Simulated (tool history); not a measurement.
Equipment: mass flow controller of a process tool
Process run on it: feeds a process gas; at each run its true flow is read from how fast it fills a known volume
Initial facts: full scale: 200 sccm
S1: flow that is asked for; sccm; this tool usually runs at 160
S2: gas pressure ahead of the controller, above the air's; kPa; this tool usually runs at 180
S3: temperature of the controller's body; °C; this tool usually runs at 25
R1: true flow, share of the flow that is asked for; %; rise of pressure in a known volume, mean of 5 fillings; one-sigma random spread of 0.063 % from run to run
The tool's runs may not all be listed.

run,hour,S1,S2,S3,R1
1,0,160,180,25,99.56
2,114.5,160,180,25,99.63
3,334.2,160,180,25,99.81
4,523.9,160,180,25,99.83
5,737.7,160,180,25,99.94
6,869.3,160,180,25,100.09
7,1032.2,160,180,25,100.28
8,1152,22,180,25,98.8
9,1321.3,160,180,25,100.33
10,1481.6,160,180,25,100.56
11,1587.3,67,180,25,99.48
12,1726.3,67,180,25,99.66
13,1877.8,67,180,25,99.62
14,1999.8,160,180,25,100.78
15,2191.7,160,180,25,100.98
16,2308.4,160,180,25,100.99
17,2541.8,160,180,25,101.07
18,2679.8,160,180,25,101.21
19,2909.6,160,180,25,101.32
20,3151.3,160,180,25,101.53
21,3364,160,180,25,101.75
22,3589,31,236,23,100
23,3706.3,31,236,23,100.05
24,3925.3,39,179,25,100.43
25,4056.5,108,154,25,101.49
26,4224.1,108,154,25,101.64
27,4424.3,126,154,39,102.95
# hour 4490.6: gauge calibrated
28,4614.6,170,207,24,99.61
29,4783,170,260,38,100.57
30,4921.4,28,180,22,98.18
31,5085,160,266,38,100.8
32,5253,160,266,38,100.92
33,5353.8,160,266,38,100.87
34,5575.6,57,162,21,98.78

Below are 4 alternative next runs, each starting from the tool's condition after run 34. Predict each:
A,5730.6,194,163,32,?
B,5730.6,20,172,24,?
C,5730.6,176,264,33,?
D,5730.6,59,216,25,?

run,R1
A,101.19
B,98.69
C,100.9
D,98.99
Stripped of hidden state, with their random variation kept, the same runs would have yielded:
run,R1
A,100.43
B,97.97
C,100.14
D,98.26
